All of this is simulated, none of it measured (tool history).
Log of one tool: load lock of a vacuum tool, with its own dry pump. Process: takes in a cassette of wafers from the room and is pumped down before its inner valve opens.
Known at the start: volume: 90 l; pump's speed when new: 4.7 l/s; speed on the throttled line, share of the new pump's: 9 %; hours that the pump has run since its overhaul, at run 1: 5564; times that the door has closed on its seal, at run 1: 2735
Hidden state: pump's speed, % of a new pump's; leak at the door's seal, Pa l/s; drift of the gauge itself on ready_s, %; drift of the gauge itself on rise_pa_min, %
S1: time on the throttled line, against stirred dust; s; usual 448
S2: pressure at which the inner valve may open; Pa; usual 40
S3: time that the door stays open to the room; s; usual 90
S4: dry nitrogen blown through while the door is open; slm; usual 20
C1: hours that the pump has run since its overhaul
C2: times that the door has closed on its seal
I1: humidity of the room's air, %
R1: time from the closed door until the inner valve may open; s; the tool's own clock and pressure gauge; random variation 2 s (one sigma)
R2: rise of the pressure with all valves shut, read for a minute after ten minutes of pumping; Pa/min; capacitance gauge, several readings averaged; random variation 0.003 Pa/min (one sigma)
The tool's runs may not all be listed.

Run 1, hour 0.0: usual settings; C1 5564; C2 2735; I1 44.1. Result: R1 565.9 s, R2 0.022 Pa/min.
Run 2, hour 197.2: usual settings; C1 5761; C2 3204; I1 45.3. Result: R1 557.7 s, R2 0.016 Pa/min.
Run 3, hour 475.0: usual settings; C1 6039; C2 3863; I1 44.9. Result: R1 562.7 s, R2 0.020 Pa/min.
Run 4, hour 722.6: usual settings; C1 6287; C2 4452; I1 47.6. Result: R1 562.9 s, R2 0.020 Pa/min.
Run 5, hour 988.6: usual settings; C1 6553; C2 5084; I1 45.8. Result: R1 558.8 s, R2 0.024 Pa/min.
Run 6, hour 1189.1: usual settings; C1 6753; C2 5560; I1 44.6. Result: R1 563.0 s, R2 0.018 Pa/min.
Run 7, hour 1327.3: usual settings; C1 6891; C2 5888; I1 43.5. Result: R1 558.7 s, R2 0.020 Pa/min.
Run 8, hour 1504.0: usual settings; C1 7068; C2 6308; I1 47.1. Result: R1 561.2 s, R2 0.025 Pa/min.
Run 9, hour 1675.2: usual settings; C1 7239; C2 6714; I1 47.5. Result: R1 562.1 s, R2 0.018 Pa/min.
Run 10, hour 1805.0: usual settings; C1 7369; C2 7023; I1 42.9. Result: R1 558.8 s, R2 0.020 Pa/min.
Run 11, hour 2098.6: usual settings; C1 7663; C2 7720; I1 41.4. Result: R1 560.2 s, R2 0.022 Pa/min.
Run 12, hour 2300.3: usual settings but S1 780 s; C1 7864; C2 8199; I1 45.0. Result: R1 859.7 s, R2 0.015 Pa/min.
Run 13, hour 2575.4: usual settings; C1 8140; C2 8853; I1 47.1. Result: R1 561.7 s, R2 0.022 Pa/min.
Run 14, hour 2826.3: usual settings; C1 8390; C2 9449; I1 43.9. Result: R1 562.5 s, R2 0.020 Pa/min.
Run 15, hour 3087.6: usual settings; C1 8652; C2 10070; I1 46.1. Result: R1 559.5 s, R2 0.018 Pa/min.
Run 16, hour 3359.8: usual settings; C1 8924; C2 10716; I1 46.6. Result: R1 560.1 s, R2 0.024 Pa/min.
Run 17, hour 3526.5: usual settings; C1 9091; C2 11112; I1 43.4. Result: R1 559.1 s, R2 0.021 Pa/min.
Run 18, hour 3768.7: usual settings; C1 9333; C2 11688; I1 42.2. Result: R1 559.1 s, R2 0.019 Pa/min.
Run 19, hour 3911.7: usual settings but S1 739 s, S4 12 slm; C1 9476; C2 12027; I1 44.0. Result: R1 830.8 s, R2 0.024 Pa/min.
Run 20, hour 4048.3: usual settings but S1 739 s, S4 12 slm; C1 9612; C2 12352; I1 46.4. Result: R1 830.9 s, R2 0.023 Pa/min.
Run 21, hour 4290.1: usual settings but S1 525 s, S3 72 s; C1 9854; C2 12926; I1 46.5. Result: R1 630.8 s, R2 0.025 Pa/min.
Run 22, hour 4421.4: usual settings but S1 366 s, S3 109 s; C1 9986; C2 13238; I1 43.9. Result: R1 482.2 s, R2 0.021 Pa/min.
Run 23, hour 4679.0: usual settings but S1 366 s, S3 109 s; C1 10243; C2 13850; I1 44.2. Result: R1 488.7 s, R2 0.021 Pa/min.
Run 24, hour 4812.5: usual settings but S1 298 s, S2 78 Pa, S3 52 s; C1 10377; C2 14167; I1 42.6. Result: R1 408.6 s, R2 0.012 Pa/min.
Run 25, hour 4983.9: usual settings but S2 63 Pa; C1 10548; C2 14574; I1 43.7. Result: R1 550.4 s, R2 0.015 Pa/min.
Run 26, hour 5176.6: usual settings but S1 741 s, S2 63 Pa, S3 140 s, S4 5 slm; C1 10741; C2 15032; I1 45.9. Result: R1 812.2 s, R2 0.032 Pa/min.
Run 27, hour 5423.8: usual settings but S1 741 s, S2 63 Pa, S3 140 s, S4 14 slm; C1 10988; C2 15619; I1 46.7. Result: R1 821.7 s, R2 0.035 Pa/min.
Run 28, hour 5569.0: usual settings but S1 848 s, S2 54 Pa, S3 217 s, S4 34 slm; C1 11133; C2 15964; I1 46.6. Result: R1 922.2 s, R2 0.031 Pa/min.
Run 29, hour 5822.5: usual settings but S1 276 s; C1 11387; C2 16566; I1 44.4. Result: R1 403.2 s, R2 0.025 Pa/min.
Run 30, hour 6040.8: usual settings but S1 446 s, S2 50 Pa, S3 35 s, S4 23 slm; C1 11605; C2 17085; I1 44.0. Result: R1 557.3 s, R2 0.013 Pa/min.
Run 31, hour 6331.1: usual settings but S1 715 s, S2 57 Pa, S3 32 s, S4 9 slm; C1 11895; C2 17774; I1 45.2. Result: R1 801.5 s, R2 0.019 Pa/min.
Run 32, hour 6575.5: usual settings but S1 623 s, S2 57 Pa, S3 152 s, S4 5 slm; C1 12140; C2 18355; I1 44.6. Result: R1 711.6 s, R2 0.036 Pa/min.
Run 33, hour 6855.4: usual settings but S1 623 s, S2 57 Pa, S3 152 s, S4 5 slm; C1 12420; C2 19020; I1 46.9. Result: R1 709.3 s, R2 0.036 Pa/min.
Run 34, hour 7014.0: usual settings but S1 282 s, S2 64 Pa; C1 12578; C2 19397; I1 46.9. Result: R1 400.6 s, R2 0.015 Pa/min.
Run 35, hour 7217.7: usual settings but S1 282 s, S2 64 Pa; C1 12782; C2 19881; I1 47.0. Result: R1 400.8 s, R2 0.018 Pa/min.
Run 36, hour 7379.2: usual settings but S1 488 s, S3 166 s, S4 23 slm; C1 12943; C2 20264; I1 43.1. Result: R1 596.0 s, R2 0.022 Pa/min.

5 ways to go on from here, each from the tool as it stands after run 36. What would each give?
Run A, hour 7626.7: usual settings but S1 568 s, S2 36 Pa, S3 35 s, S4 23 slm; C1 13191; C2 20852; I1 41.6. Result: R1 ?, R2 ?.
Run B, hour 7626.7: usual settings but S1 311 s, S2 61 Pa, S3 191 s; C1 13191; C2 20852; I1 46.7. Result: R1 ?, R2 ?.
Run C, hour 7626.7: usual settings but S1 550 s, S4 13 slm; C1 13191; C2 20852; I1 46.8. Result: R1 ?, R2 ?.
Run D, hour 7626.7: usual settings but S1 571 s, S3 41 s, S4 42 slm; C1 13191; C2 20852; I1 50.0. Result: R1 ?, R2 ?.
Run E, hour 7626.7: usual settings but S1 488 s, S3 147 s, S4 6 slm; C1 13191; C2 20852; I1 44.9. Result: R1 ?, R2 ?.

run     R1     R2
  A  671.7  0.013
  B  428.9  0.032
  C  653.0  0.028
  D  674.8  0.013
  E  598.1  0.033
Without the tool's hidden state the same runs would have given:
run     R1     R2
  A  671.5  0.012
  B  428.8  0.031
  C  652.8  0.028
  D  674.7  0.013
  E  598.0  0.032
